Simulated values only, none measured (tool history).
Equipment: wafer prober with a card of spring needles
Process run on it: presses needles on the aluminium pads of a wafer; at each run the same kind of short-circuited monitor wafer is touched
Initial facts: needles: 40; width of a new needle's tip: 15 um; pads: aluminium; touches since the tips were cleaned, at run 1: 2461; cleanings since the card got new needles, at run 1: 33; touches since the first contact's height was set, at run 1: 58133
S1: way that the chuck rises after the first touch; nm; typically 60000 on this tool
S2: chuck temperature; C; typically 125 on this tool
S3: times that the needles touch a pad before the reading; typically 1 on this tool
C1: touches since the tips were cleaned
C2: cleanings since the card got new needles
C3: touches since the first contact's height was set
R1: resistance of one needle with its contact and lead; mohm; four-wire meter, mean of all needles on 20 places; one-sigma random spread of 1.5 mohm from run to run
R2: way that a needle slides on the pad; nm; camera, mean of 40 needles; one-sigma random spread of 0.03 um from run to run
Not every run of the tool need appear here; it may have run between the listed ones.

run   hour     S1   S2  S3    C1  C2     C3   R1     R2
  1      0  60000  125   1  2461  33  58133  164  11030
       3.5  -- tips cleaned on abrasive film
  2   13.6  60000  125   1  2644  34  61657  167  11010
      16.5  -- tips cleaned on abrasive film
  3   27.6  60000   38   1  2908  35  65283  161  11080
      28.9  -- tips cleaned on abrasive film
  4   34.2  43000  125   1  1398  36  66986  182   7870
      42.2  -- tips cleaned on abrasive film
      42.5  -- height of the first contact set anew
  5   46.2  43000  125   1   950  37    950  173   7720
      55.4  -- tips cleaned on abrasive film
  6   61.9  43000  125   1  1707  38   5033  192   7710
      67.8  -- tips cleaned on abrasive film
  7   75.9  60000   57   1  2097  39   8648  160  10870
      80.8  -- tips cleaned on abrasive film
  8   86.3  60000  125   1  1431  40  11331  164  10790
      93.8  -- tips cleaned on abrasive film
  9   96.6  52000  125   1   716  41  13993  160   9360
     107.1  -- tips cleaned on abrasive film
 10  111.7  52000  125   1  1209  42  17911  169   9320
     119.7  -- tips cleaned on abrasive film
 11    124  45000  125   1  1122  43  21101  179   8020
     130.9  -- height of the first contact set anew, once more
 12  131.3  60000  125   1  2933  43    101  167  11200
     132.5  -- tips cleaned on abrasive film
 13  140.1  60000  125   1  1990  44   2372  164  11190
       145  -- tips cleaned on abrasive film
 14  156.1  60000  125   1  2901  45   6527  172  11200
     158.3  -- tips cleaned on abrasive film
     171.7  -- tips cleaned on abrasive film
 15  172.3  60000  125   1   174  47  10706  144  11140
 16  180.5  60000  125   1  2313  47  12845  167  11110
     184.3  -- tips cleaned on abrasive film
 17  193.2  60000  125   1  2324  48  16115  165  11150
     197.4  -- tips cleaned on abrasive film
 18  209.1  45000   35   2  3058  49  20255  164   8320
     210.6  -- tips cleaned on abrasive film
 19  219.5  45000   71   2  2329  50  22927  164   8360
     223.8  -- tips cleaned on abrasive film
 20  232.7  44000   42   1  2318  51  26344  189   8110
     236.4  -- tips cleaned on abrasive film
 21  242.4  57000   53   2  1576  52  28859  145  10560
     249.8  -- tips cleaned on abrasive film
 22  252.7  57000   53   2   765  53  31519  140  10480
     263.3  -- tips cleaned on abrasive film
 23  265.9  57000   53   2   696  54  34938  139  10540
     276.5  -- tips cleaned on abrasive film
 24  280.6  46000   30   1  1082  55  38734  163   8450
 25  288.3  67000  125   1  3093  55  40745  161  12340
     289.3  -- tips cleaned on abrasive film
 26  301.2  75000   42   3  3111  56  44077  131  13850
       302  -- tips cleaned on abrasive film
     314.9  -- tips cleaned on abrasive film
 27  315.7  75000   42   3   193  58  47798  122  13830
     327.5  -- tips cleaned on abrasive film
 28  327.5  72000   28   2     0  59  50848  124  13290
 29  334.8  59000   84   1  1912  59  52760  163  10860
     340.8  -- tips cleaned on abrasive film
 30  344.1  59000   84   1   864  60  55160  151  10860
     353.6  -- tips cleaned on abrasive film
 31    359  59000   84   1  1405  61  59023  159  10860
     366.3  -- tips cleaned on abrasive film
 32  366.9  59000   34   1   168  62  61069  131  10800
 33  375.5  63000  125   2  2395  62  63296  155  11540

3 ways to go on from here, each from the tool as it stands after run 33. What would each give?
     378.8  -- tips cleaned on abrasive film
  A  383.2  45000  125   2  1128  63  65272   ?   ?
     378.8  -- tips cleaned on abrasive film
  B  383.2  40000   71   2  1128  63  65272   ?   ?
     378.8  -- tips cleaned on abrasive film
  C  383.2  47000   53   1  1128  63  65272   ?   ?

run   R1    R2
  A  164  8210
  B  165  7250
  C  168  8570
Without the tool's hidden state the same runs would have given:
run   R1    R2
  A  141  8420
  B  134  7460
  C  129  8780
